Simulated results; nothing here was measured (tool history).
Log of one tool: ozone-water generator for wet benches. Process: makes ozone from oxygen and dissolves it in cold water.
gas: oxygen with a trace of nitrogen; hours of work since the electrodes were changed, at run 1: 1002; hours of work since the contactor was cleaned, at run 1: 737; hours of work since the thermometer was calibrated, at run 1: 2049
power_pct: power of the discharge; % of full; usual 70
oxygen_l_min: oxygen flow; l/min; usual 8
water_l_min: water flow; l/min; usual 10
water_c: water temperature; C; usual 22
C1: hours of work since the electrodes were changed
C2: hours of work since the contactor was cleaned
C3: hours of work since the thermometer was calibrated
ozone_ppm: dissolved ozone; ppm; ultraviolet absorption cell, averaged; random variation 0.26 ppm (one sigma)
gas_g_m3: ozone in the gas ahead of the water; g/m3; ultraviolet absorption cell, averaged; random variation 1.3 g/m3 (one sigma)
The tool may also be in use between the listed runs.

run 1 hour=0 | power_pct=70 oxygen_l_min=8 water_l_min=10 water_c=22 | C1=1002 C2=737 C3=2049 | ozone_ppm=39.8 gas_g_m3=246.5
run 2 hour=14.6 | power_pct=70 oxygen_l_min=8 water_l_min=10 water_c=22 | C1=1015 C2=750 C3=2061 | ozone_ppm=40.1 gas_g_m3=244.2
run 3 hour=39.3 | power_pct=70 oxygen_l_min=8 water_l_min=10 water_c=22 | C1=1036 C2=771 C3=2082 | ozone_ppm=39.6 gas_g_m3=243.3
run 4 hour=58.9 | power_pct=70 oxygen_l_min=8 water_l_min=10 water_c=22 | C1=1053 C2=788 C3=2099 | ozone_ppm=40 gas_g_m3=243
run 5 hour=91 | power_pct=70 oxygen_l_min=8 water_l_min=10 water_c=22 | C1=1081 C2=816 C3=2127 | ozone_ppm=39.7 gas_g_m3=244.3
run 6 hour=115 | power_pct=70 oxygen_l_min=7.76 water_l_min=10 water_c=22 | C1=1101 C2=836 C3=2148 | ozone_ppm=40.3 gas_g_m3=245.9
run 7 hour=145.2 | power_pct=70 oxygen_l_min=7.76 water_l_min=10 water_c=22 | C1=1127 C2=862 C3=2174 | ozone_ppm=40 gas_g_m3=249.2
run 8 hour=160 | power_pct=70 oxygen_l_min=7.76 water_l_min=10 water_c=22 | C1=1140 C2=875 C3=2186 | ozone_ppm=40.4 gas_g_m3=248.5
run 9 hour=187.9 | power_pct=88 oxygen_l_min=8 water_l_min=10 water_c=22 | C1=1164 C2=899 C3=2210 | ozone_ppm=46.2 gas_g_m3=284.7
run 10 hour=207 | power_pct=88 oxygen_l_min=8 water_l_min=10 water_c=22 | C1=1180 C2=915 C3=2227 | ozone_ppm=46.4 gas_g_m3=282.2
run 11 hour=231.6 | power_pct=88 oxygen_l_min=8 water_l_min=10 water_c=22 | C1=1202 C2=937 C3=2248 | ozone_ppm=46.9 gas_g_m3=283.4
run 12 hour=265.2 | power_pct=88 oxygen_l_min=8 water_l_min=10 water_c=22 | C1=1230 C2=966 C3=2277 | ozone_ppm=45.4 gas_g_m3=284.9
run 13 hour=288.4 | power_pct=88 oxygen_l_min=8 water_l_min=10 water_c=22 | C1=1250 C2=986 C3=2297 | ozone_ppm=45.8 gas_g_m3=282.8
run 14 hour=312.4 | power_pct=70 oxygen_l_min=8 water_l_min=10 water_c=22 | C1=1271 C2=1006 C3=2318 | ozone_ppm=39.8 gas_g_m3=246
run 15 hour=346.9 | power_pct=70 oxygen_l_min=8 water_l_min=10 water_c=22 | C1=1301 C2=1036 C3=2347 | ozone_ppm=39.8 gas_g_m3=244.5
run 16 hour=365.1 | power_pct=70 oxygen_l_min=8 water_l_min=10 water_c=22 | C1=1317 C2=1052 C3=2363 | ozone_ppm=39.5 gas_g_m3=244.7
run 17 hour=394.6 | power_pct=70 oxygen_l_min=6.43 water_l_min=10 water_c=22 | C1=1342 C2=1077 C3=2388 | ozone_ppm=40.4 gas_g_m3=264.6
run 18 hour=409.3 | power_pct=84 oxygen_l_min=10.24 water_l_min=8 water_c=25 | C1=1355 C2=1090 C3=2401 | ozone_ppm=44.5 gas_g_m3=253.8
run 19 hour=429.6 | power_pct=61 oxygen_l_min=4.45 water_l_min=11 water_c=18 | C1=1372 C2=1107 C3=2419 | ozone_ppm=36.9 gas_g_m3=269.5
run 20 hour=447.8 | power_pct=70 oxygen_l_min=8 water_l_min=9 water_c=25 | C1=1388 C2=1123 C3=2434 | ozone_ppm=39.3 gas_g_m3=244.4
run 21 hour=474.3 | power_pct=70 oxygen_l_min=10.74 water_l_min=9 water_c=16 | C1=1411 C2=1146 C3=2457 | ozone_ppm=47.8 gas_g_m3=219.3
run 22 hour=493 | power_pct=70 oxygen_l_min=10.74 water_l_min=9 water_c=16 | C1=1427 C2=1162 C3=2473 | ozone_ppm=47.3 gas_g_m3=222.9
run 23 hour=513.2 | power_pct=81 oxygen_l_min=8 water_l_min=12 water_c=22 | C1=1444 C2=1179 C3=2491 | ozone_ppm=39.8 gas_g_m3=269.1
run 24 hour=534.1 | power_pct=78 oxygen_l_min=8 water_l_min=10 water_c=20 | C1=1462 C2=1197 C3=2509 | ozone_ppm=44.4 gas_g_m3=263.1
run 25 hour=567.3 | power_pct=71 oxygen_l_min=8 water_l_min=10 water_c=18 | C1=1491 C2=1226 C3=2537 | ozone_ppm=43.9 gas_g_m3=248.4
run 26 hour=583.3 | power_pct=85 oxygen_l_min=4.96 water_l_min=12 water_c=22 | C1=1504 C2=1239 C3=2551 | ozone_ppm=40 gas_g_m3=320.9
run 27 hour=603.4 | power_pct=67 oxygen_l_min=8 water_l_min=13 water_c=18 | C1=1522 C2=1257 C3=2568 | ozone_ppm=36.5 gas_g_m3=238.3
run 28 hour=637.8 | power_pct=58 oxygen_l_min=4.42 water_l_min=15 water_c=18 | C1=1551 C2=1286 C3=2598 | ozone_ppm=28.2 gas_g_m3=262.6
run 29 hour=671.7 | power_pct=58 oxygen_l_min=4.42 water_l_min=15 water_c=18 | C1=1581 C2=1316 C3=2627 | ozone_ppm=27.9 gas_g_m3=263.4
run 30 hour=694.7 | power_pct=78 oxygen_l_min=7.57 water_l_min=15 water_c=18 | C1=1600 C2=1335 C3=2647 | ozone_ppm=36.5 gas_g_m3=267.5
run 31 hour=724.5 | power_pct=65 oxygen_l_min=7.57 water_l_min=15 water_c=18 | C1=1626 C2=1361 C3=2672 | ozone_ppm=32.6 gas_g_m3=238.3
run 32 hour=747.2 | power_pct=70 oxygen_l_min=14.32 water_l_min=10 water_c=19 | C1=1646 C2=1381 C3=2692 | ozone_ppm=41 gas_g_m3=203.8
run 33 hour=781.4 | power_pct=70 oxygen_l_min=14.32 water_l_min=10 water_c=19 | C1=1675 C2=1410 C3=2722 | ozone_ppm=40.5 gas_g_m3=203

Forecast each of these 4 alternatives for the next run:
run A hour=811.1 | power_pct=70 oxygen_l_min=4.03 water_l_min=7 water_c=17 | C1=1701 C2=1436 C3=2747 | ozone_ppm=? gas_g_m3=?
run B hour=811.1 | power_pct=56 oxygen_l_min=5.77 water_l_min=11 water_c=19 | C1=1701 C2=1436 C3=2747 | ozone_ppm=? gas_g_m3=?
run C hour=811.1 | power_pct=70 oxygen_l_min=7.36 water_l_min=10 water_c=22 | C1=1701 C2=1436 C3=2747 | ozone_ppm=? gas_g_m3=?
run D hour=811.1 | power_pct=70 oxygen_l_min=8.9 water_l_min=10 water_c=19 | C1=1701 C2=1436 C3=2747 | ozone_ppm=? gas_g_m3=?

run=A ozone_ppm=54.4 gas_g_m3=305.7
run=B ozone_ppm=35 gas_g_m3=237.5
run=C ozone_ppm=40.2 gas_g_m3=250.2
run=D ozone_ppm=43 gas_g_m3=237.9
Without the tool's hidden state the same runs would have given:
run=A ozone_ppm=54.5 gas_g_m3=305.8
run=B ozone_ppm=35 gas_g_m3=237.6
run=C ozone_ppm=40.2 gas_g_m3=250.4
run=D ozone_ppm=43 gas_g_m3=238

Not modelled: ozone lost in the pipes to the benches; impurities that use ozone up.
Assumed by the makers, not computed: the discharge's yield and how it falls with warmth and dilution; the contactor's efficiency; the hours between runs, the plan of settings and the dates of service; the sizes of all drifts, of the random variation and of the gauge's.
